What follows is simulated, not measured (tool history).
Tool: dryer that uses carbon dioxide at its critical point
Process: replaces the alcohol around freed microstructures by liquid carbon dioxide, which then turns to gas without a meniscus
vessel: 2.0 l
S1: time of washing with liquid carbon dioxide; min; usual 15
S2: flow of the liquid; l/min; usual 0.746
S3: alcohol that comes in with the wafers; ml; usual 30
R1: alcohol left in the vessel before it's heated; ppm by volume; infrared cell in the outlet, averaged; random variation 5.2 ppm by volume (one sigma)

Run 1, hour 0.0: usual settings. Result: R1 251 ppm by volume.
Run 2, hour 33.3: usual settings but S2 0.579 l/min. Result: R1 448 ppm by volume.
Run 3, hour 67.1: usual settings but S2 0.627 l/min. Result: R1 391 ppm by volume.
Run 4, hour 101.7: usual settings but S2 0.627 l/min. Result: R1 389 ppm by volume.
Run 5, hour 140.3: usual settings but S2 0.627 l/min. Result: R1 412 ppm by volume.
Run 6, hour 184.7: usual settings but S2 0.627 l/min. Result: R1 435 ppm by volume.
Run 7, hour 204.8: usual settings but S2 0.627 l/min. Result: R1 448 ppm by volume.
Run 8, hour 237.2: usual settings. Result: R1 323 ppm by volume.
Run 9, hour 264.3: usual settings. Result: R1 329 ppm by volume.
Run 10, hour 293.4: usual settings but S1 14 min. Result: R1 378 ppm by volume.
Run 11, hour 313.5: usual settings but S1 14 min. Result: R1 395 ppm by volume.
At hour 328.0: purifier's bed changed.
Run 12, hour 350.6: usual settings. Result: R1 125 ppm by volume.
Run 13, hour 386.0: usual settings but S1 23 min. Result: R1 36 ppm by volume.
Run 14, hour 426.4: usual settings but S1 23 min. Result: R1 46 ppm by volume.
Run 15, hour 450.6: usual settings. Result: R1 156 ppm by volume.
At hour 483.6: inlet filter changed.
Run 16, hour 485.4: usual settings. Result: R1 139 ppm by volume.
Run 17, hour 526.8: usual settings but S3 37 ml. Result: R1 179 ppm by volume.
Run 18, hour 558.4: usual settings but S3 37 ml. Result: R1 187 ppm by volume.
Run 19, hour 583.5: usual settings but S2 0.712 l/min. Result: R1 203 ppm by volume.
Run 20, hour 610.1: usual settings but S2 0.712 l/min. Result: R1 195 ppm by volume.
Run 21, hour 645.2: usual settings but S3 110 ml. Result: R1 451 ppm by volume.
Run 22, hour 683.2: usual settings but S3 110 ml. Result: R1 464 ppm by volume.
Run 23, hour 719.9: usual settings but S3 110 ml. Result: R1 481 ppm by volume.
Run 24, hour 751.6: usual settings but S1 12 min, S3 99 ml. Result: R1 1019 ppm by volume.
Run 25, hour 788.3: usual settings but S1 12 min, S3 99 ml. Result: R1 1058 ppm by volume.
Run 26, hour 821.2: usual settings but S1 12 min, S2 0.498 l/min, S3 82 ml. Result: R1 3029 ppm by volume.
Run 27, hour 862.5: usual settings but S1 12 min, S2 0.498 l/min, S3 82 ml. Result: R1 3015 ppm by volume.
Run 28, hour 907.6: usual settings but S1 12 min, S2 0.498 l/min, S3 82 ml. Result: R1 3088 ppm by volume.
Run 29, hour 932.0: usual settings but S1 21 min, S2 1.067 l/min, S3 82 ml. Result: R1 186 ppm by volume.
Run 30, hour 962.7: usual settings but S1 21 min, S2 1.067 l/min, S3 82 ml. Result: R1 186 ppm by volume.
Run 31, hour 1003.6: usual settings but S1 21 min, S2 0.668 l/min, S3 92 ml. Result: R1 312 ppm by volume.
At hour 1039.4: inlet filter changed.
Run 32, hour 1039.4: usual settings but S1 11 min, S2 0.681 l/min, S3 22 ml. Result: R1 569 ppm by volume.
Run 33, hour 1083.0: usual settings but S1 12 min, S2 1.265 l/min, S3 25 ml. Result: R1 238 ppm by volume.
Run 34, hour 1109.8: usual settings but S1 14 min, S2 1.016 l/min. Result: R1 249 ppm by volume.
Run 35, hour 1143.8: usual settings but S1 16 min, S2 1.016 l/min, S3 79 ml. Result: R1 260 ppm by volume.
Run 36, hour 1183.0: usual settings but S1 16 min, S2 1.016 l/min, S3 73 ml. Result: R1 274 ppm by volume.
Run 37, hour 1204.5: usual settings but S1 10 min, S2 1.224 l/min. Result: R1 320 ppm by volume.
At hour 1221.1: purifier's bed changed.
Run 38, hour 1232.4: usual settings but S1 10 min, S2 1.224 l/min. Result: R1 73 ppm by volume.
Run 39, hour 1273.0: usual settings but S1 21 min, S2 0.611 l/min, S3 43 ml. Result: R1 97 ppm by volume.
Run 40, hour 1311.6: usual settings but S2 0.913 l/min. Result: R1 58 ppm by volume.
Run 41, hour 1352.8: usual settings but S1 13 min, S2 0.913 l/min, S3 118 ml. Result: R1 357 ppm by volume.
Run 42, hour 1385.5: usual settings but S1 16 min, S2 0.591 l/min. Result: R1 268 ppm by volume.
Run 43, hour 1410.1: usual settings but S1 17 min, S2 0.523 l/min, S3 67 ml. Result: R1 685 ppm by volume.
Run 44, hour 1441.2: usual settings but S1 13 min, S2 0.513 l/min, S3 36 ml. Result: R1 1028 ppm by volume.
Run 45, hour 1476.1: usual settings but S1 10 min, S2 0.513 l/min, S3 32 ml. Result: R1 1746 ppm by volume.
Run 46, hour 1500.7: usual settings but S1 10 min, S2 0.513 l/min, S3 34 ml. Result: R1 1879 ppm by volume.

4 ways to go on from here, each from the tool as it stands after run 46. What would each give?
Run A, hour 1532.2: usual settings but S1 12 min, S2 1.234 l/min, S3 22 ml. Result: R1 ?.
Run B, hour 1532.2: usual settings. Result: R1 ?.
Run C, hour 1532.2: usual settings but S2 0.492 l/min. Result: R1 ?.
Run D, hour 1532.2: usual settings but S1 22 min, S2 0.954 l/min, S3 72 ml. Result: R1 ?.

run   R1
  A  121
  B  212
  C  683
  D  103
Without the tool's hidden state the same runs would have given:
run   R1
  A   25
  B   93
  C  492
  D   10

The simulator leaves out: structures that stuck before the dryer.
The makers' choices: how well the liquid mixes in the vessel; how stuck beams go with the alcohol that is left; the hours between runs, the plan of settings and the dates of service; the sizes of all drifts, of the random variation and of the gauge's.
